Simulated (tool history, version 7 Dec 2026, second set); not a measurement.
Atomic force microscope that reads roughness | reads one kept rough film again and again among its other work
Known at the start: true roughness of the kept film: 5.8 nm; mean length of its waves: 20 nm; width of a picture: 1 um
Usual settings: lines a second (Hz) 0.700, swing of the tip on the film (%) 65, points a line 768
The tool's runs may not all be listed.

run,day,lines a second (Hz),swing of the tip on the film (%),points a line,roughness of the kept film (nm (root mean square))
1,0.000,0.700,65,768,3.146
2,1.033,2.359,65,768,2.715
3,2.300,0.700,65,768,2.605
# day 2.721: new tip fitted
4,4.050,1.267,65,768,3.384
5,5.979,1.369,65,768,2.832
6,7.196,1.369,65,768,2.565
# day 7.525: new tip fitted
7,9.096,1.369,65,377,3.232
8,11.196,1.231,65,768,2.760
9,12.083,1.231,65,768,2.541
# day 12.367: new tip fitted
10,13.650,1.092,65,768,3.434
11,15.383,1.092,65,768,2.874
12,16.758,1.092,65,768,2.588
# day 17.200: new tip fitted
13,17.746,0.700,65,515,3.787
# day 17.917: height scale calibrated on a step standard
14,19.175,0.700,65,768,3.330
15,20.404,0.700,65,768,2.983
# day 22.012: new tip fitted
16,22.492,0.700,65,768,3.849
17,24.400,0.519,62,1003,3.263
# day 25.379: height scale calibrated on a step standard, once more
18,26.367,3.074,59,288,2.537
# day 26.850: new tip fitted
19,28.300,3.074,78,561,2.768
20,29.512,0.923,86,768,2.747
# day 31.588: new tip fitted
21,31.588,0.923,87,768,3.587
22,32.667,2.110,65,283,3.217
23,34.608,1.735,62,961,2.825
24,36.267,0.788,57,711,2.569
# day 36.471: new tip fitted
25,37.542,3.516,65,268,3.119
26,38.738,0.746,61,769,3.163
27,40.596,0.746,61,769,2.691
# day 41.196: new tip fitted
28,41.712,0.746,61,769,3.740
29,43.762,0.746,61,769,3.044
30,45.100,2.865,79,331,2.255
# day 45.946: new tip fitted
31,46.317,2.221,79,330,3.247

Some steps in roughness of the kept film (nm (root mean square)) between neighbouring runs. How much of each would the tool show without its hidden state too (settings, what came in, random variation), and how much is left for the hidden state, with any gauge scatter that isn't in both results?
The hidden state here: radius of the tip, nm; height scale over the true one, %; drift of the gauge itself on roughness_nm, %.
Run 12 -> 13: lines a second (Hz) 1.092 -> 0.700, points a line 768 -> 515, new tip fitted. roughness of the kept film (nm (root mean square)) +1.199: hidden state +1.196, all else +0.003.
Run 24 -> 25: lines a second (Hz) 0.788 -> 3.516, swing of the tip on the film (%) 57 -> 65, points a line 711 -> 268, new tip fitted. roughness of the kept film (nm (root mean square)) +0.550: hidden state +1.033, all else -0.483.
Run 27 -> 28: new tip fitted. roughness of the kept film (nm (root mean square)) +1.049: hidden state +1.068, all else -0.019.
Run 30 -> 31: lines a second (Hz) 2.865 -> 2.221, points a line 331 -> 330, new tip fitted. roughness of the kept film (nm (root mean square)) +0.992: hidden state +0.828, all else +0.164.
